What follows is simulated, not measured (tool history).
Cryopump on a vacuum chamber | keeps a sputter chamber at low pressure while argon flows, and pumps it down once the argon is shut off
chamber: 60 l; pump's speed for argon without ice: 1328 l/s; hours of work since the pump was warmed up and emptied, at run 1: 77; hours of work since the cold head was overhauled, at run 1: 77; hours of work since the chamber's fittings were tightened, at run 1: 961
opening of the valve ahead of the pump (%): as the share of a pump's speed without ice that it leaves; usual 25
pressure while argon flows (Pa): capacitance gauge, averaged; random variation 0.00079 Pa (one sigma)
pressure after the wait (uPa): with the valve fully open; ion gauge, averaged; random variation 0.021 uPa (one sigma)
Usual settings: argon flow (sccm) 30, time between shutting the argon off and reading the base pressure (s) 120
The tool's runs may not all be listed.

run   hour  argon flow (sccm)  time between shutting the argon off and reading the base pressure (s)  opening of the valve ahead of the pump (%)  hours of work since the pump was warmed up and emptied  hours of work since the cold head was overhauled  hours of work since the chamber's fittings were tightened  pressure while argon flows (Pa)  pressure after the wait (uPa)
  1      0                 30                                                                    120                                          25                                                      77                                                77                                                        961                           0.1542                           0.98
  2   48.9                 30                                                                    120                                          58                                                     119                                               119                                                       1003                           0.0662                           1.06
  3  119.7                 30                                                                    120                                          58                                                     180                                               180                                                       1064                           0.0669                           1.09
  4  157.6                 30                                                                    120                                          58                                                     212                                               212                                                       1096                           0.0675                            1.1
  5  223.1                 30                                                                     33                                          25                                                     268                                               268                                                       1153                           0.1544                           1.91
  6  261.7                 30                                                                    120                                          25                                                     301                                               301                                                       1186                           0.1563                           1.17
  7  332.8                 30                                                                    120                                          25                                                     362                                               362                                                       1247                           0.1559                           1.19
  8  365.8                 30                                                                    120                                          25                                                     391                                               391                                                       1275                            0.158                           1.23
  9  431.1                 30                                                                    120                                          25                                                     446                                               446                                                       1331                           0.1557                           1.31
 10  469.2                 21                                                                    120                                          43                                                     479                                               479                                                       1363                           0.0653                           1.22
 11    545                 21                                                                     37                                          24                                                     544                                               544                                                       1428                           0.1154                           1.95
 12  620.9                 21                                                                     37                                          24                                                     609                                               609                                                       1493                           0.1148                           1.99
 13  662.3                 46                                                                     56                                          49                                                     645                                               645                                                       1529                           0.1296                           1.66
 14  725.3                 25                                                                    170                                          27                                                     699                                               699                                                       1583                           0.1243                           1.39
     740.6  -- pump warmed up, emptied and cooled again
 15  776.5                 38                                                                     37                                          27                                                      31                                               738                                                       1623                           0.1795                           1.93
 16  823.4                 16                                                                    120                                          46                                                      71                                               778                                                       1663                            0.045                           1.33
 17  860.5                 16                                                                    120                                          46                                                     103                                               810                                                       1695                           0.0451                           1.37
 18  907.3                 42                                                                    120                                          28                                                     143                                               850                                                       1735                            0.193                           1.42

3 ways to go on from here, each from the tool as it stands after run 18. What would each give?
  A  978.4                 30                                                                     36                                          25                                                     204                                               911                                                       1796                                ?                              ?
  B  978.4                 31                                                                    188                                          28                                                     204                                               911                                                       1796                                ?                              ?
  C  978.4                 50                                                                    120                                          56                                                     204                                               911                                                       1796                                ?                              ?

run  pressure while argon flows (Pa)  pressure after the wait (uPa)
  A                           0.1563                           2.16
  B                           0.1433                           1.29
  C                           0.1168                           1.45
Without the tool's hidden state the same runs would have given:
run  pressure while argon flows (Pa)  pressure after the wait (uPa)
  A                           0.1537                           1.24
  B                           0.1407                           0.42
  C                           0.1127                           0.55
